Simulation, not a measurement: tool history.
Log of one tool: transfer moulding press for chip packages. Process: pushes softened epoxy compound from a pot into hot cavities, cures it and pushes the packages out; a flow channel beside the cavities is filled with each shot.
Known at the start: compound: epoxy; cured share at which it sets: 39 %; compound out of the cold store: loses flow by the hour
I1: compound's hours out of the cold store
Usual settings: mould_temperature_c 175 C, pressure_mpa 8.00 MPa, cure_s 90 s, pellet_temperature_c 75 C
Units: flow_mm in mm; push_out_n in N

run 1 hour=0.0 | mould_temperature_c=175 pressure_mpa=8.00 cure_s=90 pellet_temperature_c=75 | I1=25.1 | flow_mm=831 push_out_n=481
run 2 hour=61.0 | mould_temperature_c=175 pressure_mpa=8.00 cure_s=90 pellet_temperature_c=75 | I1=25.8 | flow_mm=805 push_out_n=595
-- hour=84.1 cavities cleaned with cleaning compound and waxed
run 3 hour=160.1 | mould_temperature_c=175 pressure_mpa=8.00 cure_s=90 pellet_temperature_c=75 | I1=32.2 | flow_mm=778 push_out_n=597
-- hour=180.3 cavities cleaned with cleaning compound and waxed
-- hour=220.2 plunger's sealing rings changed
run 4 hour=233.5 | mould_temperature_c=175 pressure_mpa=8.00 cure_s=90 pellet_temperature_c=75 | I1=24.9 | flow_mm=857 push_out_n=595
-- hour=273.1 cavities cleaned with cleaning compound and waxed
run 5 hour=333.9 | mould_temperature_c=175 pressure_mpa=8.00 cure_s=90 pellet_temperature_c=75 | I1=46.5 | flow_mm=760 push_out_n=572
-- hour=363.5 cavities cleaned with cleaning compound and waxed
run 6 hour=418.7 | mould_temperature_c=175 pressure_mpa=7.36 cure_s=90 pellet_temperature_c=75 | I1=31.5 | flow_mm=763 push_out_n=592
-- hour=454.3 cavities cleaned with cleaning compound and waxed
run 7 hour=518.9 | mould_temperature_c=175 pressure_mpa=7.36 cure_s=74 pellet_temperature_c=75 | I1=19.0 | flow_mm=796 push_out_n=948
-- hour=543.2 mould's thermocouples calibrated
-- hour=550.5 cavities cleaned with cleaning compound and waxed
run 8 hour=577.8 | mould_temperature_c=175 pressure_mpa=7.36 cure_s=74 pellet_temperature_c=75 | I1=34.7 | flow_mm=731 push_out_n=718
-- hour=593.2 plunger's sealing rings changed
run 9 hour=624.6 | mould_temperature_c=179 pressure_mpa=7.36 cure_s=74 pellet_temperature_c=75 | I1=19.3 | flow_mm=826 push_out_n=696
-- hour=647.4 cavities cleaned with cleaning compound and waxed
run 10 hour=723.7 | mould_temperature_c=179 pressure_mpa=7.36 cure_s=74 pellet_temperature_c=75 | I1=8.4 | flow_mm=855 push_out_n=712
-- hour=738.4 cavities cleaned with cleaning compound and waxed
run 11 hour=795.4 | mould_temperature_c=175 pressure_mpa=8.00 cure_s=90 pellet_temperature_c=71 | I1=38.8 | flow_mm=781 push_out_n=559
-- hour=833.0 cavities cleaned with cleaning compound and waxed
run 12 hour=881.8 | mould_temperature_c=175 pressure_mpa=8.00 cure_s=90 pellet_temperature_c=71 | I1=42.7 | flow_mm=746 push_out_n=557
-- hour=930.3 cavities cleaned with cleaning compound and waxed
-- hour=959.6 plunger's sealing rings changed
run 13 hour=969.4 | mould_temperature_c=175 pressure_mpa=8.00 cure_s=90 pellet_temperature_c=71 | I1=41.6 | flow_mm=785 push_out_n=543
-- hour=1028.7 cavities cleaned with cleaning compound and waxed
run 14 hour=1035.9 | mould_temperature_c=173 pressure_mpa=8.00 cure_s=90 pellet_temperature_c=75 | I1=29.0 | flow_mm=843 push_out_n=495
run 15 hour=1103.3 | mould_temperature_c=171 pressure_mpa=8.00 cure_s=90 pellet_temperature_c=73 | I1=20.5 | flow_mm=853 push_out_n=778
-- hour=1119.2 cavities cleaned with cleaning compound and waxed
run 16 hour=1198.7 | mould_temperature_c=171 pressure_mpa=8.00 cure_s=90 pellet_temperature_c=73 | I1=43.9 | flow_mm=776 push_out_n=742
-- hour=1213.7 cavities cleaned with cleaning compound and waxed
run 17 hour=1243.4 | mould_temperature_c=171 pressure_mpa=9.27 cure_s=90 pellet_temperature_c=71 | I1=44.3 | flow_mm=819 push_out_n=668
-- hour=1305.3 cavities cleaned with cleaning compound and waxed
-- hour=1327.7 plunger's sealing rings changed
run 18 hour=1337.9 | mould_temperature_c=180 pressure_mpa=6.14 cure_s=85 pellet_temperature_c=81 | I1=23.9 | flow_mm=743 push_out_n=470
-- hour=1400.2 cavities cleaned with cleaning compound and waxed
run 19 hour=1430.5 | mould_temperature_c=180 pressure_mpa=7.68 cure_s=78 pellet_temperature_c=69 | I1=36.6 | flow_mm=768 push_out_n=542
-- hour=1489.9 cavities cleaned with cleaning compound and waxed
run 20 hour=1502.1 | mould_temperature_c=181 pressure_mpa=8.00 cure_s=83 pellet_temperature_c=75 | I1=11.0 | flow_mm=868 push_out_n=445
-- hour=1582.2 cavities cleaned with cleaning compound and waxed
-- hour=1600.1 mould's thermocouples calibrated
run 21 hour=1604.5 | mould_temperature_c=168 pressure_mpa=8.00 cure_s=90 pellet_temperature_c=75 | I1=45.9 | flow_mm=756 push_out_n=674
-- hour=1673.9 cavities cleaned with cleaning compound and waxed
run 22 hour=1677.8 | mould_temperature_c=167 pressure_mpa=7.90 cure_s=90 pellet_temperature_c=76 | I1=33.8 | flow_mm=785 push_out_n=646
-- hour=1701.3 plunger's sealing rings changed
run 23 hour=1742.0 | mould_temperature_c=175 pressure_mpa=9.40 cure_s=88 pellet_temperature_c=75 | I1=12.3 | flow_mm=957 push_out_n=595
-- hour=1766.8 cavities cleaned with cleaning compound and waxed
run 24 hour=1797.5 | mould_temperature_c=179 pressure_mpa=6.05 cure_s=91 pellet_temperature_c=72 | I1=39.7 | flow_mm=679 push_out_n=464
-- hour=1860.3 cavities cleaned with cleaning compound and waxed
run 25 hour=1896.5 | mould_temperature_c=179 pressure_mpa=6.05 cure_s=91 pellet_temperature_c=72 | I1=17.1 | flow_mm=726 push_out_n=482
-- hour=1950.8 cavities cleaned with cleaning compound and waxed
run 26 hour=1968.9 | mould_temperature_c=175 pressure_mpa=9.52 cure_s=77 pellet_temperature_c=71 | I1=33.0 | flow_mm=850 push_out_n=613
run 27 hour=2025.7 | mould_temperature_c=175 pressure_mpa=9.52 cure_s=97 pellet_temperature_c=71 | I1=39.1 | flow_mm=827 push_out_n=548

3 ways to go on from here, each from the tool as it stands after run 27. What would each give?
-- hour=2040.5 cavities cleaned with cleaning compound and waxed
-- hour=2070.9 plunger's sealing rings changed
run A hour=2105.0 | mould_temperature_c=182 pressure_mpa=9.16 cure_s=111 pellet_temperature_c=75 | I1=12.7 | flow_mm=? push_out_n=?
-- hour=2040.5 cavities cleaned with cleaning compound and waxed
-- hour=2070.9 plunger's sealing rings changed
run B hour=2105.0 | mould_temperature_c=175 pressure_mpa=8.00 cure_s=90 pellet_temperature_c=71 | I1=40.2 | flow_mm=? push_out_n=?
-- hour=2040.5 cavities cleaned with cleaning compound and waxed
-- hour=2070.9 plunger's sealing rings changed
run C hour=2105.0 | mould_temperature_c=175 pressure_mpa=6.64 cure_s=97 pellet_temperature_c=71 | I1=31.2 | flow_mm=? push_out_n=?

run=A flow_mm=940 push_out_n=490
run=B flow_mm=789 push_out_n=570
run=C flow_mm=759 push_out_n=556
Without the tool's hidden state the same runs would have given:
run=A flow_mm=944 push_out_n=346
run=B flow_mm=792 push_out_n=390
run=C flow_mm=761 push_out_n=384

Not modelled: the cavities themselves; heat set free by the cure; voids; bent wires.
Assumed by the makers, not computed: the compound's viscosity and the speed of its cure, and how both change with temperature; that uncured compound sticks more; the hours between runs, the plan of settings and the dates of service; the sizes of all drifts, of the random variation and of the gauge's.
